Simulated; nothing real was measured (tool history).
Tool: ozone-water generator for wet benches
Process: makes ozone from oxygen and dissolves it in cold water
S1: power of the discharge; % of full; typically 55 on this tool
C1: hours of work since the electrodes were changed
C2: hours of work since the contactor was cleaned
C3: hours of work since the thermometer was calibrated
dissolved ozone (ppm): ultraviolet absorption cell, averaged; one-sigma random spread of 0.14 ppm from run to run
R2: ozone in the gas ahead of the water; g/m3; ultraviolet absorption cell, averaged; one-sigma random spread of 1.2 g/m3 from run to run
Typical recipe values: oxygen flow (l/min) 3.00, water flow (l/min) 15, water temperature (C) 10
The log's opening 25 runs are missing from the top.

{"run": 26, "day": 84.733, "S1": 55, "oxygen flow (l/min)": 3.0, "water flow (l/min)": 23, "water temperature (C)": 10, "C1": 2583, "C2": 935, "C3": 2507, "dissolved ozone (ppm)": 10.7, "R2": 214.9}
{"day": 86.712, "done": "water thermometer calibrated"}
{"run": 27, "day": 87.042, "S1": 55, "oxygen flow (l/min)": 3.0, "water flow (l/min)": 13, "water temperature (C)": 15, "C1": 2619, "C2": 972, "C3": 5, "dissolved ozone (ppm)": 18.5, "R2": 213.8}
{"run": 28, "day": 89.742, "S1": 55, "oxygen flow (l/min)": 3.0, "water flow (l/min)": 13, "water temperature (C)": 15, "C1": 2663, "C2": 1015, "C3": 48, "dissolved ozone (ppm)": 18.6, "R2": 214.0}
{"run": 29, "day": 93.725, "S1": 55, "oxygen flow (l/min)": 3.0, "water flow (l/min)": 13, "water temperature (C)": 15, "C1": 2726, "C2": 1078, "C3": 112, "dissolved ozone (ppm)": 18.3, "R2": 216.1}
{"run": 30, "day": 96.929, "S1": 55, "oxygen flow (l/min)": 3.0, "water flow (l/min)": 13, "water temperature (C)": 15, "C1": 2777, "C2": 1130, "C3": 163, "dissolved ozone (ppm)": 18.4, "R2": 215.3}
{"run": 31, "day": 100.904, "S1": 55, "oxygen flow (l/min)": 3.0, "water flow (l/min)": 22, "water temperature (C)": 15, "C1": 2841, "C2": 1193, "C3": 226, "dissolved ozone (ppm)": 10.6, "R2": 213.7}
{"run": 32, "day": 103.296, "S1": 55, "oxygen flow (l/min)": 3.0, "water flow (l/min)": 22, "water temperature (C)": 15, "C1": 2879, "C2": 1231, "C3": 265, "dissolved ozone (ppm)": 10.6, "R2": 211.0}
{"run": 33, "day": 108.242, "S1": 68, "oxygen flow (l/min)": 3.66, "water flow (l/min)": 15, "water temperature (C)": 10, "C1": 2958, "C2": 1310, "C3": 344, "dissolved ozone (ppm)": 20.5, "R2": 228.9}
{"run": 34, "day": 112.596, "S1": 68, "oxygen flow (l/min)": 2.62, "water flow (l/min)": 15, "water temperature (C)": 16, "C1": 3027, "C2": 1380, "C3": 413, "dissolved ozone (ppm)": 17.6, "R2": 258.1}

Predict each of these 3 candidate next runs independently; none follows another, all start after run 34:
{"run": "A", "day": 116.929, "S1": 55, "oxygen flow (l/min)": 2.18, "water flow (l/min)": 14, "water temperature (C)": 10, "C1": 3096, "C2": 1449, "C3": 482, "dissolved ozone (ppm)": "?", "R2": "?"}
{"run": "B", "day": 116.929, "S1": 71, "oxygen flow (l/min)": 4.78, "water flow (l/min)": 15, "water temperature (C)": 5, "C1": 3096, "C2": 1449, "C3": 482, "dissolved ozone (ppm)": "?", "R2": "?"}
{"run": "C", "day": 116.929, "S1": 65, "oxygen flow (l/min)": 2.62, "water flow (l/min)": 15, "water temperature (C)": 8, "C1": 3096, "C2": 1449, "C3": 482, "dissolved ozone (ppm)": "?", "R2": "?"}

run=A dissolved_ozone_(ppm)=16.7 R2=242.6
run=B dissolved_ozone_(ppm)=24.1 R2=212.9
run=C dissolved_ozone_(ppm)=18.8 R2=250.7
What these runs would have given with no unlogged condition in the tool:
run=A dissolved_ozone_(ppm)=16.7 R2=242.9
run=B dissolved_ozone_(ppm)=24.2 R2=213.2
run=C dissolved_ozone_(ppm)=18.8 R2=251.0
